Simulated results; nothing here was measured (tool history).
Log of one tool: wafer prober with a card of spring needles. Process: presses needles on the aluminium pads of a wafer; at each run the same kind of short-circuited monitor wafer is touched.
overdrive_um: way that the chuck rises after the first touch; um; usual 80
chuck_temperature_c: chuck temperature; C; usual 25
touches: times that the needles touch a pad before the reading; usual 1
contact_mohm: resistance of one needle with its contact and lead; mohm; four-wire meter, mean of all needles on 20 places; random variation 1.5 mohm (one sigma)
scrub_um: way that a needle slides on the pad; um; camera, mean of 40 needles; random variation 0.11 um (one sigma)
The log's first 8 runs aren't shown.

-- hour=525.5 tips cleaned on abrasive film
run 9 hour=557.2 | overdrive_um=80 chuck_temperature_c=25 touches=1 | contact_mohm=136 scrub_um=21.87
-- hour=564.5 tips cleaned on abrasive film
-- hour=603.6 tips cleaned on abrasive film
run 10 hour=626.3 | overdrive_um=80 chuck_temperature_c=25 touches=1 | contact_mohm=134 scrub_um=21.81
-- hour=640.9 tips cleaned on abrasive film
-- hour=681.3 tips cleaned on abrasive film
run 11 hour=702.4 | overdrive_um=80 chuck_temperature_c=25 touches=3 | contact_mohm=133 scrub_um=21.59
-- hour=723.3 tips cleaned on abrasive film
-- hour=767.3 tips cleaned on abrasive film
-- hour=797.2 height of the first contact set anew
run 12 hour=799.0 | overdrive_um=93 chuck_temperature_c=25 touches=1 | contact_mohm=135 scrub_um=25.28
-- hour=805.8 tips cleaned on abrasive film
-- hour=846.3 tips cleaned on abrasive film
run 13 hour=846.3 | overdrive_um=80 chuck_temperature_c=25 touches=1 | contact_mohm=138 scrub_um=21.73
-- hour=888.1 tips cleaned on abrasive film
run 14 hour=912.7 | overdrive_um=80 chuck_temperature_c=25 touches=1 | contact_mohm=134 scrub_um=21.72
-- hour=925.3 tips cleaned on abrasive film
-- hour=967.8 tips cleaned on abrasive film
run 15 hour=967.8 | overdrive_um=80 chuck_temperature_c=25 touches=1 | contact_mohm=135 scrub_um=21.90
-- hour=1008.4 tips cleaned on abrasive film
-- hour=1046.7 tips cleaned on abrasive film
run 16 hour=1046.7 | overdrive_um=71 chuck_temperature_c=64 touches=3 | contact_mohm=143 scrub_um=19.29
-- hour=1084.6 tips cleaned on abrasive film
-- hour=1123.7 tips cleaned on abrasive film
run 17 hour=1124.6 | overdrive_um=98 chuck_temperature_c=27 touches=2 | contact_mohm=132 scrub_um=26.60
-- hour=1168.0 tips cleaned on abrasive film
-- hour=1205.5 tips cleaned on abrasive film
run 18 hour=1215.3 | overdrive_um=91 chuck_temperature_c=27 touches=2 | contact_mohm=137 scrub_um=24.71
-- hour=1243.6 tips cleaned on abrasive film
-- hour=1281.8 tips cleaned on abrasive film
run 19 hour=1290.1 | overdrive_um=61 chuck_temperature_c=41 touches=2 | contact_mohm=141 scrub_um=16.60
-- hour=1319.1 tips cleaned on abrasive film
run 20 hour=1332.9 | overdrive_um=61 chuck_temperature_c=41 touches=3 | contact_mohm=142 scrub_um=16.60
-- hour=1360.4 tips cleaned on abrasive film
-- hour=1397.9 tips cleaned on abrasive film
run 21 hour=1399.3 | overdrive_um=61 chuck_temperature_c=103 touches=3 | contact_mohm=152 scrub_um=16.46
-- hour=1438.1 tips cleaned on abrasive film
run 22 hour=1444.4 | overdrive_um=61 chuck_temperature_c=124 touches=2 | contact_mohm=157 scrub_um=16.45
-- hour=1479.0 tips cleaned on abrasive film
run 23 hour=1508.3 | overdrive_um=80 chuck_temperature_c=61 touches=1 | contact_mohm=143 scrub_um=21.81
-- hour=1518.9 tips cleaned on abrasive film
run 24 hour=1552.5 | overdrive_um=71 chuck_temperature_c=114 touches=2 | contact_mohm=151 scrub_um=19.22
-- hour=1560.7 tips cleaned on abrasive film
-- hour=1600.9 tips cleaned on abrasive film
run 25 hour=1600.9 | overdrive_um=76 chuck_temperature_c=94 touches=2 | contact_mohm=146 scrub_um=20.71
-- hour=1644.0 tips cleaned on abrasive film
run 26 hour=1666.4 | overdrive_um=76 chuck_temperature_c=94 touches=2 | contact_mohm=147 scrub_um=20.75
-- hour=1685.9 tips cleaned on abrasive film
-- hour=1723.3 tips cleaned on abrasive film
run 27 hour=1725.2 | overdrive_um=76 chuck_temperature_c=94 touches=2 | contact_mohm=145 scrub_um=20.78
-- hour=1767.6 tips cleaned on abrasive film
run 28 hour=1793.5 | overdrive_um=61 chuck_temperature_c=63 touches=1 | contact_mohm=143 scrub_um=16.33
-- hour=1806.0 tips cleaned on abrasive film
-- hour=1850.0 tips cleaned on abrasive film
run 29 hour=1850.0 | overdrive_um=61 chuck_temperature_c=52 touches=2 | contact_mohm=145 scrub_um=16.47
-- hour=1891.2 tips cleaned on abrasive film
run 30 hour=1901.3 | overdrive_um=91 chuck_temperature_c=35 touches=1 | contact_mohm=136 scrub_um=24.72

Forecast each of these 3 alternatives for the next run:
-- hour=1935.8 tips cleaned on abrasive film
-- hour=1975.0 tips cleaned on abrasive film
run A hour=2003.0 | overdrive_um=80 chuck_temperature_c=73 touches=2 | contact_mohm=? scrub_um=?
-- hour=1935.8 tips cleaned on abrasive film
-- hour=1975.0 tips cleaned on abrasive film
run B hour=2003.0 | overdrive_um=75 chuck_temperature_c=84 touches=1 | contact_mohm=? scrub_um=?
-- hour=1935.8 tips cleaned on abrasive film
-- hour=1975.0 tips cleaned on abrasive film
run C hour=2003.0 | overdrive_um=66 chuck_temperature_c=76 touches=3 | contact_mohm=? scrub_um=?

run=A contact_mohm=142 scrub_um=21.57
run=B contact_mohm=146 scrub_um=20.39
run=C contact_mohm=145 scrub_um=17.85
Without the tool's hidden state the same runs would have given:
run=A contact_mohm=142 scrub_um=21.58
run=B contact_mohm=146 scrub_um=20.39
run=C contact_mohm=144 scrub_um=17.86
